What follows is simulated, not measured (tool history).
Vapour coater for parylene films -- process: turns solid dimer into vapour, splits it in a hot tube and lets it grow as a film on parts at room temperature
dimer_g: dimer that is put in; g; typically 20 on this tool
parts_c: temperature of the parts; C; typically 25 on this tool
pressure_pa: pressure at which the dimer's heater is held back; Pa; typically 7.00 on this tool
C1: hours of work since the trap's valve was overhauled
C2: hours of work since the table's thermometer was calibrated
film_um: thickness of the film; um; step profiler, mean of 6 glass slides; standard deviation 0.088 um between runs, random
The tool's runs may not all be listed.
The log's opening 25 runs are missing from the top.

Run 26, hour 1083.3: usual settings but dimer_g 10 g, parts_c 20 C, pressure_pa 7.27 Pa; C1 427; C2 1488. Result: film_um 6.68 um.
Run 27, hour 1119.3: usual settings but dimer_g 9 g, parts_c 21 C, pressure_pa 7.94 Pa; C1 459; C2 1520. Result: film_um 5.83 um.
Run 28, hour 1147.9: usual settings but parts_c 29 C, pressure_pa 7.75 Pa; C1 484; C2 1546. Result: film_um 8.69 um.
At hour 1160.4: table's thermometer calibrated.
Run 29, hour 1179.7: usual settings but dimer_g 30 g, parts_c 19 C, pressure_pa 2.89 Pa; C1 512; C2 17. Result: film_um 22.22 um.
Run 30, hour 1225.1: usual settings but dimer_g 30 g, parts_c 19 C, pressure_pa 2.89 Pa; C1 553; C2 58. Result: film_um 22.02 um.
Run 31, hour 1256.7: usual settings but dimer_g 17 g, parts_c 17 C, pressure_pa 5.66 Pa; C1 581; C2 86. Result: film_um 12.49 um.
Run 32, hour 1293.5: usual settings but dimer_g 17 g, parts_c 17 C, pressure_pa 5.66 Pa; C1 614; C2 119. Result: film_um 12.32 um.
Run 33, hour 1331.4: usual settings but dimer_g 35 g, parts_c 34 C, pressure_pa 3.30 Pa; C1 648; C2 153. Result: film_um 12.51 um.
At hour 1363.9: trap's valve overhauled.
Run 34, hour 1363.9: usual settings but dimer_g 35 g, parts_c 26 C, pressure_pa 3.67 Pa; C1 0; C2 178. Result: film_um 18.68 um.
Run 35, hour 1400.5: usual settings but dimer_g 35 g, parts_c 26 C, pressure_pa 3.67 Pa; C1 33; C2 211. Result: film_um 18.58 um.
Run 36, hour 1430.1: usual settings but dimer_g 35 g, parts_c 26 C, pressure_pa 3.67 Pa; C1 59; C2 238. Result: film_um 18.62 um.
Run 37, hour 1466.5: usual settings but dimer_g 8 g, parts_c 26 C, pressure_pa 11.21 Pa; C1 92; C2 270. Result: film_um 4.01 um.
Run 38, hour 1497.9: usual settings but dimer_g 8 g, parts_c 26 C, pressure_pa 2.99 Pa; C1 120; C2 298. Result: film_um 4.27 um.
Run 39, hour 1539.8: usual settings but dimer_g 8 g, parts_c 26 C, pressure_pa 2.99 Pa; C1 157; C2 336. Result: film_um 4.30 um.
Run 40, hour 1596.5: usual settings but dimer_g 33 g, parts_c 26 C, pressure_pa 2.99 Pa; C1 208; C2 386. Result: film_um 17.51 um.

Predict each of these 3 candidate next runs independently; none follows another, all start after run 40:
Run A, hour 1625.6: usual settings but dimer_g 13 g, parts_c 26 C, pressure_pa 9.53 Pa; C1 234; C2 412. Result: film_um ?.
Run B, hour 1625.6: usual settings but dimer_g 33 g, parts_c 31 C, pressure_pa 2.99 Pa; C1 234; C2 412. Result: film_um ?.
Run C, hour 1625.6: usual settings but dimer_g 21 g, pressure_pa 9.28 Pa; C1 234; C2 412. Result: film_um ?.

run  film_um
  A     6.48
  B    13.92
  C    10.92
Without the tool's unlogged condition, the same runs would have read:
run  film_um
  A     6.51
  B    13.97
  C    10.96

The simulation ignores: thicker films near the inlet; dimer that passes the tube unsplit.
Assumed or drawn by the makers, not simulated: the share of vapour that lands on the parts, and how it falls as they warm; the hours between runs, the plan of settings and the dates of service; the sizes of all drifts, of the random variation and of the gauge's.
